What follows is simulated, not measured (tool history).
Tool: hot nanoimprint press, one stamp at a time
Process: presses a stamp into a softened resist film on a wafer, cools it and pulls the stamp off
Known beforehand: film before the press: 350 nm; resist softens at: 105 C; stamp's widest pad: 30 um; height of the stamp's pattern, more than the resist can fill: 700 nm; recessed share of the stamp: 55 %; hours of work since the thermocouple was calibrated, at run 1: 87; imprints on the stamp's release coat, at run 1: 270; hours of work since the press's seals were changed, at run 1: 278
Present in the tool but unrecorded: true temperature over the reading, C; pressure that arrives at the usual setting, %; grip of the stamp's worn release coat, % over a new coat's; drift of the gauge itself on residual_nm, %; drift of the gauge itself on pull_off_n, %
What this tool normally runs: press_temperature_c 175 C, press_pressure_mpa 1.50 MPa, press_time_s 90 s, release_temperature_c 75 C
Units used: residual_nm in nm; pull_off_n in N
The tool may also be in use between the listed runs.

run   hour  press_temperature_c  press_pressure_mpa  press_time_s  release_temperature_c  hours of work since the thermocouple was calibrated  imprints on the stamp's release coat  hours of work since the press's seals were changed  residual_nm  pull_off_n
  1    0.0                  175                1.50            90                     75                                                   87                                   270                                                 278        150.4       176.4
  2   16.4                  175                1.50           104                     75                                                  100                                   333                                                 291        142.2       178.4
  3   30.3                  173                1.50            90                     75                                                  110                                   386                                                 302        164.4       177.5
  4   41.7                  176                1.50            90                     75                                                  120                                   430                                                 311        143.7       176.2
  5   50.0                  176                1.50            90                     75                                                  126                                   462                                                 317        142.0       175.9
  6   60.2                  176                1.50            90                     75                                                  134                                   501                                                 326        143.3       176.6
      82.2  -- stamp cleaned and given a new release coat
  7   82.6                  176                1.50            90                     75                                                  147                                     1                                                 338        144.8       177.0
  8   97.5                  176                1.50            90                     75                                                  159                                    58                                                 350        142.7       176.4
  9  107.3                  176                1.50            90                     75                                                  167                                    96                                                 358        144.2       175.4
 10  120.8                  176                1.50            90                     75                                                  177                                   148                                                 369        143.9       175.5
 11  135.1                  176                1.50            90                     75                                                  188                                   203                                                 380        143.3       174.7
 12  149.1                  175                1.50            90                     75                                                  200                                   256                                                 391        149.9       177.7
 13  164.2                  175                1.50            90                     75                                                  211                                   314                                                 403        149.1       176.7
 14  172.7                  175                1.50            90                     75                                                  218                                   347                                                 410        149.7       177.3
 15  182.3                  175                1.50            90                     77                                                  226                                   384                                                 417        152.6       167.2
 16  197.6                  176                1.61            90                     65                                                  238                                   442                                                 429        136.2       221.9
 17  210.1                  176                1.61            90                     65                                                  248                                   490                                                 439        137.1       221.7
 18  221.6                  176                1.61            90                     65                                                  257                                   534                                                 448        141.0       222.8
     234.1  -- stamp cleaned and given a new release coat
 19  243.8                  182                0.90            54                     75                                                  270                                    38                                                 461        171.4       174.6
 20  260.2                  175                1.50           106                     67                                                  282                                   100                                                 474        141.3       210.2
 21  270.7                  166                2.16            52                     63                                                  291                                   140                                                 482        227.6       232.9
 22  284.4                  166                2.16            52                     63                                                  302                                   193                                                 493        227.1       231.5
 23  292.0                  166                2.16            52                     63                                                  308                                   222                                                 499        225.8       230.5
 24  307.2                  164                1.86            75                     81                                                  320                                   281                                                 511        232.5       148.7
 25  318.5                  179                1.67            57                     80                                                  329                                   324                                                 520        142.8       153.3
 26  326.3                  179                1.67            57                     80                                                  335                                   354                                                 526        141.1       153.7
 27  336.7                  179                1.67            57                     80                                                  343                                   394                                                 534        142.6       153.6
 28  353.0                  175                1.53            90                     75                                                  356                                   456                                                 547        150.1       174.8
 29  363.4                  175                1.02           151                     69                                                  364                                   496                                                 555        148.6       200.4

Each row is a separate what-if for the run after 29, all from the same tool condition, not one after another. Results?
  A  373.5                  175                2.13            57                     75                                                  372                                   535                                                 563            ?           ?
  B  373.5                  175                1.02           170                     69                                                  372                                   535                                                 563            ?           ?
  C  373.5                  175                2.27            90                     75                                                  372                                   535                                                 563            ?           ?

run  residual_nm  pull_off_n
  A        151.0       174.6
  B        141.8       202.9
  C        122.5       177.4
Without the tool's hidden state the same runs would have given:
run  residual_nm  pull_off_n
  A        151.4       174.7
  B        142.2       203.0
  C        122.9       177.5
